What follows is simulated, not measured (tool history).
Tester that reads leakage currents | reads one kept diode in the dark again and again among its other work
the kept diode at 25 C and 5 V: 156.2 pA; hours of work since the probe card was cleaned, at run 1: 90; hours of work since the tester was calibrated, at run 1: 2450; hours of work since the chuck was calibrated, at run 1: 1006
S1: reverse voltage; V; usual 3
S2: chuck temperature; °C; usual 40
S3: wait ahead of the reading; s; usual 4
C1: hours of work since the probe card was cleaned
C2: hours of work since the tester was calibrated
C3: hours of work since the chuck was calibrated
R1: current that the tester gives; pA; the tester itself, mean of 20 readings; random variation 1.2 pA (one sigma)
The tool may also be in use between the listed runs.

run,hour,S1,S2,S3,C1,C2,C3,R1
1,0,3,40,4,90,2450,1006,361.62
2,103.6,3,40,4,165,2525,1081,358.17
3,168,3,40,1.98,212,2572,1128,357.3
# hour 179.4: chuck's temperature calibrated
4,263.3,3,40,4,280,2640,61,396.47
5,337.2,3,33,4,333,2694,115,228.18
6,473.8,3,33,4,433,2793,214,225.65
7,534.4,3,40,4,477,2837,258,388.67
8,602.7,3,40,4,526,2887,308,389.39
9,664.5,3,40,4,571,2932,353,386.58
10,771.5,3,40,7.9,649,3009,430,384.05
11,901.3,3,40,4,743,3104,525,379.4
12,980.4,3,25,4,801,3161,582,113.23
# hour 1020.3: tester calibrated
13,1083.7,3,25,4,874,46,656,114.17
14,1182,3,40,4,946,117,727,383.5
15,1249.7,3,40,4,995,167,776,378.18
16,1378,3,40,4,1088,260,870,377.6
17,1511,3,40,2.45,1185,357,966,374.57
# hour 1522.4: probe card cleaned and baked
18,1656.8,3,40,2.45,98,460,1070,370.16
# hour 1747.1: chuck's temperature calibrated
19,1760.6,3,40,2.45,172,534,10,400.16
20,1826.2,3,40,2.45,219,582,57,397.57
21,1894.7,3,47,3.32,269,632,107,672.23
22,1964.9,3,47,3.32,320,683,158,665.79
23,2066.3,17.94,24,2.64,394,756,232,294.45
24,2135.7,17.94,24,2.64,444,807,282,292.41
# hour 2222.6: probe card cleaned and baked, once more
25,2240.8,1.29,49,1.59,13,881,357,480.32
26,2331.9,7.35,25,0.55,79,947,423,188.18
27,2423,7.35,25,0.55,146,1014,489,188.35
28,2556.3,7.35,25,0.55,243,1110,586,185.84
29,2694.5,7.35,29,5.52,343,1211,686,253.08
30,2819.1,1.12,29,5.51,434,1301,777,90.83
31,2933.1,1.12,52,0.31,516,1384,860,529.73
32,3001.8,15.53,43,0.31,566,1434,910,1143.8
33,3128.5,4.91,27,0.31,658,1526,1002,171.71
34,3198.9,4.91,27,0.31,710,1577,1053,172.26
# hour 3313.4: chuck's temperature calibrated
35,3322.9,4.83,22,7.51,798,1666,7,118.33
36,3458.7,3,39,4.69,897,1765,106,360.75
37,3531.1,3,21,0.73,949,1817,158,83.86
38,3647.1,3,34,1.07,1034,1902,243,243.03
39,3716.9,2.42,34,2.55,1085,1952,293,213.69

Some steps in R1 between neighbouring runs. How much of each would the tool show without its hidden state too (settings, what came in, random variation), and how much is left for the hidden state, with any gauge scatter that isn't in both results?
The hidden state here: stray current of the dirty probe card, pA a volt; current scale over the true one, %; true chuck temperature over the reading, C; drift of the gauge itself on leakage_pa, %.
Run 3 -> 4: S3 1.98 -> 4, chuck's temperature calibrated. R1 +39.17 pA: hidden state +39.41, all else -0.24.
Run 30 -> 31: S2 29 -> 52, S3 5.51 -> 0.31. R1 +438.9 pA: hidden state -34.84, all else +473.74.
Run 31 -> 32: S1 1.12 -> 15.53, S2 52 -> 43. R1 +614.07 pA: hidden state -55.3, all else +669.37.
Run 32 -> 33: S1 15.53 -> 4.91, S2 43 -> 27. R1 -972.09 pA: hidden state +80.61, all else -1052.7.

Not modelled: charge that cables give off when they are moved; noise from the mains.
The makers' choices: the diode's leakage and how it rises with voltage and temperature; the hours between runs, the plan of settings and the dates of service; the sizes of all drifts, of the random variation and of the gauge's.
